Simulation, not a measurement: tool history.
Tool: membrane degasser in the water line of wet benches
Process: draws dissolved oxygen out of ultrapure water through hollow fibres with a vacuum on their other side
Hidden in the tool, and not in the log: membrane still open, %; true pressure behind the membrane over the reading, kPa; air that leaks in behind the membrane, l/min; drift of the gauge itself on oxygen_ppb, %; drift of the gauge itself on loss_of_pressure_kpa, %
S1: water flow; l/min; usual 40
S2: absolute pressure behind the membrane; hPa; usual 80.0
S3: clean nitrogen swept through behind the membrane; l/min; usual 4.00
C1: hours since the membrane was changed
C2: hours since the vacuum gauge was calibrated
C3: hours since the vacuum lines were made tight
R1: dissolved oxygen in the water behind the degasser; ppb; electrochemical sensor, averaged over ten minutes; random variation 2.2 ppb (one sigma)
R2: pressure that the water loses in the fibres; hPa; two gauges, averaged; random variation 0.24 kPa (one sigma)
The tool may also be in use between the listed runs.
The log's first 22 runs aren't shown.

run,day,S1,S2,S3,C1,C2,C3,R1,R2
23,36.329,29,66.3,10.43,1745,538,6860,75.1,461.2
24,37.404,46,80.0,9.54,1770,563,6886,204.1,737.5
25,38.483,46,80.0,9.54,1796,589,6912,203.4,739.0
26,40.350,29,80.0,6.75,1841,634,6956,103.4,465.9
27,42.029,30,153.7,6.79,1882,674,6997,184.0,480.6
28,43.408,30,153.7,6.79,1915,708,7030,185.1,480.7
29,44.988,30,153.7,3.23,1953,745,7068,314.6,481.0
30,46.033,30,153.8,4.45,1978,771,7093,250.3,481.1
31,47.904,45,80.0,6.11,2023,815,7138,220.7,719.4

Forecast each of these 5 alternatives for the next run:
A,49.708,33,130.3,3.96,2066,859,7181,?,?
B,49.708,40,80.0,1.64,2066,859,7181,?,?
C,49.708,26,133.6,7.76,2066,859,7181,?,?
D,49.708,27,80.0,4.00,2066,859,7181,?,?
E,49.708,40,80.0,10.51,2066,859,7181,?,?

run,R1,R2
A,255.4,532.5
B,345.7,636.9
C,121.0,417.8
D,119.9,434.5
E,153.9,640.4
Without the tool's hidden state the same runs would have given:
run,R1,R2
A,255.3,532.4
B,345.6,636.8
C,120.9,417.7
D,119.9,434.4
E,153.8,640.3
